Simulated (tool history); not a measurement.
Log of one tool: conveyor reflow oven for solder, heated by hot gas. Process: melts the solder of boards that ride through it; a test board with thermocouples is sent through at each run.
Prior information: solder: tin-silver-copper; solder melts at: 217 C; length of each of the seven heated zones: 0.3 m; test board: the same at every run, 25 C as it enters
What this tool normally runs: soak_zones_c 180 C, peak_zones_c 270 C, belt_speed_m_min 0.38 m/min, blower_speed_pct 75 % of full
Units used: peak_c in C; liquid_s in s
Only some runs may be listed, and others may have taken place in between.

run 1 hour=0 | soak_zones_c=180 peak_zones_c=270 belt_speed_m_min=0.38 blower_speed_pct=75 | peak_c=256.3 liquid_s=78.2
run 2 hour=31.7 | soak_zones_c=180 peak_zones_c=270 belt_speed_m_min=0.38 blower_speed_pct=75 | peak_c=256.1 liquid_s=78.1
run 3 hour=69.7 | soak_zones_c=180 peak_zones_c=270 belt_speed_m_min=0.38 blower_speed_pct=75 | peak_c=255.6 liquid_s=78
run 4 hour=101.4 | soak_zones_c=180 peak_zones_c=270 belt_speed_m_min=0.38 blower_speed_pct=75 | peak_c=255.6 liquid_s=78
-- hour=132.2 belt drive overhauled, speed set with a stopwatch
run 5 hour=135.9 | soak_zones_c=180 peak_zones_c=270 belt_speed_m_min=0.38 blower_speed_pct=75 | peak_c=255.7 liquid_s=78.5
run 6 hour=161.7 | soak_zones_c=180 peak_zones_c=270 belt_speed_m_min=0.38 blower_speed_pct=75 | peak_c=256 liquid_s=78.8
run 7 hour=199.2 | soak_zones_c=180 peak_zones_c=270 belt_speed_m_min=0.38 blower_speed_pct=75 | peak_c=256 liquid_s=78.1
run 8 hour=226 | soak_zones_c=187 peak_zones_c=270 belt_speed_m_min=0.38 blower_speed_pct=75 | peak_c=256.8 liquid_s=83.1
run 9 hour=260.1 | soak_zones_c=187 peak_zones_c=282 belt_speed_m_min=0.38 blower_speed_pct=75 | peak_c=267 liquid_s=89.2
-- hour=267.4 belt drive overhauled, speed set with a stopwatch, once more
run 10 hour=296.1 | soak_zones_c=187 peak_zones_c=282 belt_speed_m_min=0.38 blower_speed_pct=75 | peak_c=267 liquid_s=87.1
run 11 hour=327 | soak_zones_c=187 peak_zones_c=282 belt_speed_m_min=0.38 blower_speed_pct=75 | peak_c=266.3 liquid_s=87.3
run 12 hour=362.5 | soak_zones_c=180 peak_zones_c=270 belt_speed_m_min=0.38 blower_speed_pct=75 | peak_c=254.8 liquid_s=75.8
run 13 hour=395 | soak_zones_c=182 peak_zones_c=269 belt_speed_m_min=0.38 blower_speed_pct=75 | peak_c=253.6 liquid_s=76.6
run 14 hour=427.3 | soak_zones_c=182 peak_zones_c=269 belt_speed_m_min=0.38 blower_speed_pct=75 | peak_c=254.1 liquid_s=76.4
run 15 hour=465.2 | soak_zones_c=167 peak_zones_c=272 belt_speed_m_min=0.312 blower_speed_pct=67 | peak_c=258.2 liquid_s=90.5
run 16 hour=502.4 | soak_zones_c=167 peak_zones_c=272 belt_speed_m_min=0.312 blower_speed_pct=67 | peak_c=258.1 liquid_s=90.7
run 17 hour=531.4 | soak_zones_c=180 peak_zones_c=274 belt_speed_m_min=0.384 blower_speed_pct=75 | peak_c=257.9 liquid_s=77.4
run 18 hour=549.6 | soak_zones_c=174 peak_zones_c=282 belt_speed_m_min=0.44 blower_speed_pct=52 | peak_c=249.8 liquid_s=56.4
run 19 hour=582.6 | soak_zones_c=193 peak_zones_c=270 belt_speed_m_min=0.38 blower_speed_pct=75 | peak_c=255.7 liquid_s=84.2
run 20 hour=606.6 | soak_zones_c=178 peak_zones_c=270 belt_speed_m_min=0.348 blower_speed_pct=75 | peak_c=256.1 liquid_s=84
run 21 hour=629.6 | soak_zones_c=178 peak_zones_c=270 belt_speed_m_min=0.348 blower_speed_pct=75 | peak_c=256.7 liquid_s=84.2
run 22 hour=667.7 | soak_zones_c=175 peak_zones_c=278 belt_speed_m_min=0.46 blower_speed_pct=77 | peak_c=254.2 liquid_s=58.6
run 23 hour=700.8 | soak_zones_c=175 peak_zones_c=266 belt_speed_m_min=0.46 blower_speed_pct=77 | peak_c=244.3 liquid_s=50.4

Consider 5 possible next runs. They are alternatives, not a sequence: every one starts from the tool as it was left by run 23. What does each give?
run A hour=731.2 | soak_zones_c=177 peak_zones_c=263 belt_speed_m_min=0.34 blower_speed_pct=75 | peak_c=? liquid_s=?
run B hour=731.2 | soak_zones_c=175 peak_zones_c=266 belt_speed_m_min=0.361 blower_speed_pct=77 | peak_c=? liquid_s=?
run C hour=731.2 | soak_zones_c=187 peak_zones_c=266 belt_speed_m_min=0.458 blower_speed_pct=87 | peak_c=? liquid_s=?
run D hour=731.2 | soak_zones_c=180 peak_zones_c=270 belt_speed_m_min=0.357 blower_speed_pct=75 | peak_c=? liquid_s=?
run E hour=731.2 | soak_zones_c=180 peak_zones_c=270 belt_speed_m_min=0.379 blower_speed_pct=51 | peak_c=? liquid_s=?

run=A peak_c=250 liquid_s=80.5
run=B peak_c=250.4 liquid_s=74.9
run=C peak_c=248.8 liquid_s=60.4
run=D peak_c=255.3 liquid_s=82.2
run=E peak_c=247.4 liquid_s=67.4
Without the tool's unlogged condition, the same runs would have read:
run=A peak_c=253.2 liquid_s=83.6
run=B peak_c=253.7 liquid_s=77.9
run=C peak_c=252.3 liquid_s=63.2
run=D peak_c=258.6 liquid_s=84.7
run=E peak_c=250.4 liquid_s=70.6
